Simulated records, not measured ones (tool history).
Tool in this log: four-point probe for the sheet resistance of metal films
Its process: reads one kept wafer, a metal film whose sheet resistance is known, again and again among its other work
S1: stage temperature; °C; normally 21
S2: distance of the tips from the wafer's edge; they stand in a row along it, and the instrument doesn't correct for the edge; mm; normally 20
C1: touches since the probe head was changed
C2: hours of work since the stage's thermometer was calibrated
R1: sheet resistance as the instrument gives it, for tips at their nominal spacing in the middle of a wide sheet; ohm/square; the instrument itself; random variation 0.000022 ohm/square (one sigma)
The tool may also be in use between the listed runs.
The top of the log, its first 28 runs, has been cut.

run 29 hour=1133.8 | S1=22 S2=10 | C1=28264 C2=1335 | R1=0.109926
run 30 hour=1156.8 | S1=18 S2=54 | C1=28496 C2=1344 | R1=0.110279
run 31 hour=1180.6 | S1=18 S2=54 | C1=28735 C2=1354 | R1=0.110307
run 32 hour=1236.5 | S1=31 S2=6 | C1=29298 C2=1376 | R1=0.109198
run 33 hour=1272.8 | S1=34 S2=5 | C1=29663 C2=1391 | R1=0.109065
run 34 hour=1315.0 | S1=34 S2=5 | C1=30088 C2=1408 | R1=0.109063
run 35 hour=1363.4 | S1=21 S2=18 | C1=30574 C2=1427 | R1=0.109938
run 36 hour=1417.4 | S1=21 S2=18 | C1=31118 C2=1449 | R1=0.109968
run 37 hour=1454.7 | S1=32 S2=11 | C1=31493 C2=1464 | R1=0.108817
run 38 hour=1494.3 | S1=19 S2=5 | C1=31891 C2=1480 | R1=0.110719
run 39 hour=1529.0 | S1=34 S2=57 | C1=32240 C2=1494 | R1=0.108451
run 40 hour=1579.5 | S1=34 S2=57 | C1=32749 C2=1514 | R1=0.108457
run 41 hour=1627.0 | S1=22 S2=46 | C1=33227 C2=1533 | R1=0.109805
run 42 hour=1657.5 | S1=22 S2=46 | C1=33533 C2=1546 | R1=0.109787
run 43 hour=1713.1 | S1=24 S2=5 | C1=34092 C2=1568 | R1=0.110169
run 44 hour=1756.7 | S1=25 S2=3 | C1=34531 C2=1586 | R1=0.111089

Forecast each of these 5 alternatives for the next run:
run A hour=1783.4 | S1=19 S2=55 | C1=34800 C2=1596 | R1=?
run B hour=1783.4 | S1=34 S2=3 | C1=34800 C2=1596 | R1=?
run C hour=1783.4 | S1=22 S2=3 | C1=34800 C2=1596 | R1=?
run D hour=1783.4 | S1=24 S2=18 | C1=34800 C2=1596 | R1=?
run E hour=1783.4 | S1=32 S2=9 | C1=34800 C2=1596 | R1=?

run=A R1=0.110139
run=B R1=0.110066
run=C R1=0.111467
run=D R1=0.109596
run=E R1=0.108825
Stripped of hidden state, with their random variation kept, the same runs would have yielded:
run=A R1=0.110151
run=B R1=0.110078
run=C R1=0.111479
run=D R1=0.109608
run=E R1=0.108837
